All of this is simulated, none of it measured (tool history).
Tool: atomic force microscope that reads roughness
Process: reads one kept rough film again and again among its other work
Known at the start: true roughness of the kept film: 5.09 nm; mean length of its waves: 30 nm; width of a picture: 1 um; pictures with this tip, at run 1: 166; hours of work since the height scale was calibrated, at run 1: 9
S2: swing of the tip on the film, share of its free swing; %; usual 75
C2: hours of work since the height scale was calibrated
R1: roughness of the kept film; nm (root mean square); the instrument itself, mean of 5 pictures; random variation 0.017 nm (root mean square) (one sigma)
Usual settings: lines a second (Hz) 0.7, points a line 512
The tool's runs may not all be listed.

Run 1, hour 0: usual settings; pictures with this tip 166; C2 9. Result: R1 3.773 nm (root mean square).
Run 2, hour 4.4: usual settings; pictures with this tip 173; C2 11. Result: R1 3.747 nm (root mean square).
Run 3, hour 9.2: usual settings; pictures with this tip 180; C2 14. Result: R1 3.747 nm (root mean square).
Run 4, hour 16.7: usual settings; pictures with this tip 191; C2 18. Result: R1 3.724 nm (root mean square).
Run 5, hour 22.9: usual settings but points a line 285; pictures with this tip 200; C2 21. Result: R1 3.621 nm (root mean square).
Run 6, hour 32.4: usual settings but points a line 285; pictures with this tip 214; C2 27. Result: R1 3.589 nm (root mean square).
Run 7, hour 38.9: usual settings but points a line 285; pictures with this tip 224; C2 30. Result: R1 3.591 nm (root mean square).
Run 8, hour 48.2: usual settings but points a line 285; pictures with this tip 238; C2 35. Result: R1 3.548 nm (root mean square).
Run 9, hour 54.6: usual settings but points a line 573; pictures with this tip 248; C2 39. Result: R1 3.589 nm (root mean square).
Run 10, hour 64.4: usual settings; pictures with this tip 262; C2 44. Result: R1 3.528 nm (root mean square).
Run 11, hour 69.1: usual settings; pictures with this tip 269; C2 47. Result: R1 3.542 nm (root mean square).
Run 12, hour 74.2: usual settings but points a line 682; pictures with this tip 277; C2 50. Result: R1 3.5 nm (root mean square).
Run 13, hour 82.1: usual settings but points a line 348; pictures with this tip 289; C2 54. Result: R1 3.433 nm (root mean square).
Run 14, hour 89.5: usual settings but points a line 406; pictures with this tip 300; C2 58. Result: R1 3.46 nm (root mean square).
Run 15, hour 95.6: usual settings; pictures with this tip 309; C2 62. Result: R1 3.461 nm (root mean square).
Run 16, hour 103: usual settings; pictures with this tip 320; C2 66. Result: R1 3.409 nm (root mean square).
Run 17, hour 108.5: usual settings; pictures with this tip 328; C2 69. Result: R1 3.398 nm (root mean square).
Run 18, hour 114.3: usual settings; pictures with this tip 337; C2 72. Result: R1 3.414 nm (root mean square).
Run 19, hour 120.5: usual settings but points a line 525; pictures with this tip 346; C2 75. Result: R1 3.369 nm (root mean square).
Run 20, hour 127.5: usual settings but points a line 525; pictures with this tip 357; C2 79. Result: R1 3.373 nm (root mean square).
At hour 129.4: new tip fitted.
Run 21, hour 133.6: usual settings but S2 77 %; pictures with this tip 6; C2 82. Result: R1 4.18 nm (root mean square).
Run 22, hour 139.3: usual settings but lines a second (Hz) 1.134, S2 62 %, points a line 865; pictures with this tip 15; C2 85. Result: R1 4.192 nm (root mean square).
Run 23, hour 148.7: usual settings but lines a second (Hz) 1.779, S2 55 %; pictures with this tip 29; C2 91. Result: R1 4.139 nm (root mean square).
Run 24, hour 153.6: usual settings but points a line 664; pictures with this tip 36; C2 93. Result: R1 4.097 nm (root mean square).
Run 25, hour 159.2: usual settings but lines a second (Hz) 0.781, S2 76 %, points a line 547; pictures with this tip 44; C2 96. Result: R1 4.034 nm (root mean square).
Run 26, hour 168.3: usual settings but lines a second (Hz) 3.384, S2 84 %, points a line 584; pictures with this tip 58; C2 102. Result: R1 3.165 nm (root mean square).
Run 27, hour 174.1: usual settings but S2 64 %, points a line 563; pictures with this tip 67; C2 105. Result: R1 4.094 nm (root mean square).
Run 28, hour 184.3: usual settings but lines a second (Hz) 1.926, S2 65 %, points a line 563; pictures with this tip 82; C2 110. Result: R1 3.861 nm (root mean square).
Run 29, hour 188.4: usual settings but lines a second (Hz) 1.926, S2 65 %, points a line 563; pictures with this tip 88; C2 113. Result: R1 3.868 nm (root mean square).
Run 30, hour 195.3: usual settings but lines a second (Hz) 1.926, S2 62 %, points a line 354; pictures with this tip 98; C2 116. Result: R1 3.832 nm (root mean square).
Run 31, hour 201.3: usual settings but lines a second (Hz) 0.974, S2 62 %, points a line 354; pictures with this tip 107; C2 120. Result: R1 3.952 nm (root mean square).
Run 32, hour 206.9: usual settings but lines a second (Hz) 0.974, S2 61 %, points a line 979; pictures with this tip 116; C2 123. Result: R1 3.952 nm (root mean square).
Run 33, hour 217.1: usual settings but S2 83 %; pictures with this tip 131; C2 129. Result: R1 3.773 nm (root mean square).
Run 34, hour 225.4: usual settings but S2 83 %; pictures with this tip 143; C2 133. Result: R1 3.732 nm (root mean square).
Run 35, hour 229.8: usual settings but lines a second (Hz) 0.731, S2 78 %, points a line 1007; pictures with this tip 150; C2 136. Result: R1 3.78 nm (root mean square).
Run 36, hour 236.7: usual settings but lines a second (Hz) 0.831, points a line 331; pictures with this tip 160; C2 139. Result: R1 3.675 nm (root mean square).
Run 37, hour 241.4: usual settings but lines a second (Hz) 0.831, S2 60 %, points a line 331; pictures with this tip 167; C2 142. Result: R1 3.79 nm (root mean square).
Run 38, hour 248.8: usual settings but lines a second (Hz) 3.59, S2 58 %, points a line 268; pictures with this tip 178; C2 146. Result: R1 3.549 nm (root mean square).
Run 39, hour 256.2: usual settings but lines a second (Hz) 3.59, S2 58 %, points a line 268; pictures with this tip 189; C2 150. Result: R1 3.533 nm (root mean square).
Run 40, hour 263.6: usual settings but S2 68 %, points a line 384; pictures with this tip 200; C2 154. Result: R1 3.721 nm (root mean square).

The same runs without the tool's hidden state, with the same run-to-run variation:
The hidden state here: radius of the tip, nm; height scale over the true one, %; drift of the gauge itself on roughness_nm, %.
run     R1
  1  4.228
  2  4.218
  3  4.234
  4  4.235
  5  4.141
  6   4.14
  7  4.169
  8  4.154
  9  4.224
 10  4.188
 11  4.222
 12  4.192
 13  4.141
 14  4.197
 15  4.219
 16  4.179
 17  4.184
 18  4.223
 19  4.187
 20   4.22
 21   4.21
 22  4.251
 23  4.236
 24  4.212
 25  4.171
 26  3.303
 27  4.298
 28  4.094
 29  4.116
 30  4.105
 31  4.259
 32  4.285
 33  4.131
 34  4.117
 35   4.19
 36  4.103
 37   4.25
 38  4.009
 39  4.016
 40  4.258

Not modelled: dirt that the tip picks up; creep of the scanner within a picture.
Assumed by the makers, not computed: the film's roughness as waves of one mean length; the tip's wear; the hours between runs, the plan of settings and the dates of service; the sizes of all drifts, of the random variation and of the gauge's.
